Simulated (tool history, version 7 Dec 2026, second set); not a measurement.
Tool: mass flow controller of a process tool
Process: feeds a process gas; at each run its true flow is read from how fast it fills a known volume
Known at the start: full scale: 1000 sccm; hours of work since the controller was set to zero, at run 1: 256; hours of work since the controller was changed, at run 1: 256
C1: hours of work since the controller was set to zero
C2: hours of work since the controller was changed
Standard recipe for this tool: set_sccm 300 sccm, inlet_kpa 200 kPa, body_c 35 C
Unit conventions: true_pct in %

Run 1, hour 0.0: usual settings; C1 256; C2 256. Result: true_pct 97.74 %.
Run 2, hour 85.0: usual settings; C1 320; C2 320. Result: true_pct 97.66 %.
Run 3, hour 145.9: usual settings but body_c 20 C; C1 365; C2 365. Result: true_pct 98.73 %.
Run 4, hour 232.0: usual settings but body_c 20 C; C1 430; C2 430. Result: true_pct 98.78 %.
Run 5, hour 312.3: usual settings but body_c 20 C; C1 489; C2 489. Result: true_pct 98.86 %.
Run 6, hour 383.3: usual settings but set_sccm 216 sccm; C1 543; C2 543. Result: true_pct 97.66 %.
Run 7, hour 456.5: usual settings but set_sccm 216 sccm, body_c 38 C; C1 597; C2 597. Result: true_pct 97.51 %.
Run 8, hour 551.8: usual settings but set_sccm 801 sccm; C1 668; C2 668. Result: true_pct 98.62 %.
Run 9, hour 652.2: usual settings but set_sccm 801 sccm; C1 743; C2 743. Result: true_pct 98.58 %.
Run 10, hour 755.9: usual settings but set_sccm 801 sccm; C1 821; C2 821. Result: true_pct 98.62 %.
Run 11, hour 859.6: usual settings but set_sccm 801 sccm; C1 898; C2 898. Result: true_pct 98.70 %.
Run 12, hour 958.8: usual settings but set_sccm 801 sccm; C1 972; C2 972. Result: true_pct 98.68 %.
Run 13, hour 1000.5: usual settings; C1 1004; C2 1004. Result: true_pct 97.94 %.
Run 14, hour 1081.2: usual settings; C1 1064; C2 1064. Result: true_pct 97.71 %.
Run 15, hour 1174.7: usual settings; C1 1134; C2 1134. Result: true_pct 97.83 %.
Run 16, hour 1276.8: usual settings; C1 1210; C2 1210. Result: true_pct 97.69 %.
Run 17, hour 1376.0: usual settings; C1 1284; C2 1284. Result: true_pct 97.65 %.
Run 18, hour 1430.8: usual settings but set_sccm 377 sccm; C1 1325; C2 1325. Result: true_pct 97.77 %.
Run 19, hour 1493.4: usual settings but inlet_kpa 213 kPa; C1 1372; C2 1372. Result: true_pct 97.69 %.
Run 20, hour 1547.5: usual settings; C1 1412; C2 1412. Result: true_pct 97.92 %.
Run 21, hour 1632.6: usual settings but inlet_kpa 159 kPa; C1 1476; C2 1476. Result: true_pct 97.86 %.
Run 22, hour 1704.0: usual settings but set_sccm 247 sccm; C1 1529; C2 1529. Result: true_pct 97.81 %.
At hour 1710.9: controller's zero set anew.
Run 23, hour 1808.4: usual settings but set_sccm 247 sccm; C1 73; C2 1607. Result: true_pct 97.93 %.
Run 24, hour 1897.7: usual settings but set_sccm 247 sccm; C1 140; C2 1673. Result: true_pct 97.98 %.
At hour 1986.2: controller's zero set anew, once more.
Run 25, hour 1990.2: usual settings but set_sccm 153 sccm, body_c 30 C; C1 3; C2 1742. Result: true_pct 97.13 %.
Run 26, hour 2034.7: usual settings but set_sccm 815 sccm, body_c 20 C; C1 36; C2 1775. Result: true_pct 99.26 %.
Run 27, hour 2120.5: usual settings but set_sccm 573 sccm, inlet_kpa 197 kPa, body_c 38 C; C1 100; C2 1839. Result: true_pct 97.55 %.
Run 28, hour 2173.7: usual settings but set_sccm 573 sccm, inlet_kpa 197 kPa, body_c 38 C; C1 140; C2 1879. Result: true_pct 97.55 %.
Run 29, hour 2277.4: usual settings but set_sccm 573 sccm, inlet_kpa 197 kPa, body_c 38 C; C1 217; C2 1956. Result: true_pct 97.60 %.
Run 30, hour 2358.7: usual settings but set_sccm 573 sccm, inlet_kpa 197 kPa, body_c 38 C; C1 278; C2 2017. Result: true_pct 97.44 %.
Run 31, hour 2402.1: usual settings but set_sccm 573 sccm, inlet_kpa 197 kPa, body_c 38 C; C1 311; C2 2049. Result: true_pct 97.44 %.
Run 32, hour 2498.9: usual settings but inlet_kpa 236 kPa; C1 383; C2 2122. Result: true_pct 97.10 %.
Run 33, hour 2574.3: usual settings but inlet_kpa 202 kPa; C1 439; C2 2178. Result: true_pct 97.06 %.
Run 34, hour 2659.9: usual settings; C1 503; C2 2242. Result: true_pct 97.19 %.
Run 35, hour 2761.6: usual settings; C1 579; C2 2318. Result: true_pct 97.11 %.
Run 36, hour 2834.6: usual settings but set_sccm 215 sccm, inlet_kpa 277 kPa; C1 634; C2 2372. Result: true_pct 96.90 %.
Run 37, hour 2897.1: usual settings but set_sccm 114 sccm, inlet_kpa 264 kPa, body_c 28 C; C1 680; C2 2419. Result: true_pct 97.56 %.
Run 38, hour 2987.1: usual settings but set_sccm 114 sccm, inlet_kpa 264 kPa, body_c 28 C; C1 747; C2 2486. Result: true_pct 97.67 %.
Run 39, hour 3032.5: usual settings but set_sccm 238 sccm, inlet_kpa 271 kPa; C1 781; C2 2520. Result: true_pct 96.95 %.
Run 40, hour 3099.5: usual settings but set_sccm 117 sccm, inlet_kpa 158 kPa, body_c 31 C; C1 831; C2 2570. Result: true_pct 97.91 %.
Run 41, hour 3181.9: usual settings but set_sccm 456 sccm, inlet_kpa 142 kPa, body_c 27 C; C1 893; C2 2632. Result: true_pct 98.21 %.
Run 42, hour 3238.3: usual settings but set_sccm 145 sccm, inlet_kpa 259 kPa, body_c 27 C; C1 935; C2 2674. Result: true_pct 97.66 %.
Run 43, hour 3318.0: usual settings but set_sccm 145 sccm, inlet_kpa 259 kPa, body_c 27 C; C1 995; C2 2733. Result: true_pct 97.57 %.
Run 44, hour 3376.0: usual settings but set_sccm 695 sccm, body_c 25 C; C1 1038; C2 2777. Result: true_pct 98.53 %.
Run 45, hour 3465.4: usual settings but set_sccm 156 sccm, inlet_kpa 248 kPa, body_c 21 C; C1 1105; C2 2844. Result: true_pct 97.89 %.
Run 46, hour 3535.4: usual settings but set_sccm 929 sccm, inlet_kpa 192 kPa, body_c 27 C; C1 1157; C2 2896. Result: true_pct 98.91 %.
Run 47, hour 3577.2: usual settings but set_sccm 929 sccm, inlet_kpa 192 kPa, body_c 27 C; C1 1188; C2 2927. Result: true_pct 98.77 %.
Run 48, hour 3654.9: usual settings but set_sccm 145 sccm, inlet_kpa 237 kPa, body_c 22 C; C1 1246; C2 2985. Result: true_pct 98.07 %.

3 ways to go on from here, each from the tool as it stands after run 48. What would each give?
Run A, hour 3758.4: usual settings but set_sccm 145 sccm, inlet_kpa 261 kPa, body_c 31 C; C1 1324; C2 3062. Result: true_pct ?.
Run B, hour 3758.4: usual settings but set_sccm 251 sccm, inlet_kpa 157 kPa, body_c 29 C; C1 1324; C2 3062. Result: true_pct ?.
Run C, hour 3758.4: usual settings but set_sccm 145 sccm, inlet_kpa 160 kPa, body_c 22 C; C1 1324; C2 3062. Result: true_pct ?.

run  true_pct
  A     97.45
  B     97.82
  C     98.40
The same runs, with their run-to-run variation unchanged, on a tool lacking any hidden condition would have given:
run  true_pct
  A     97.37
  B     98.24
  C     98.31
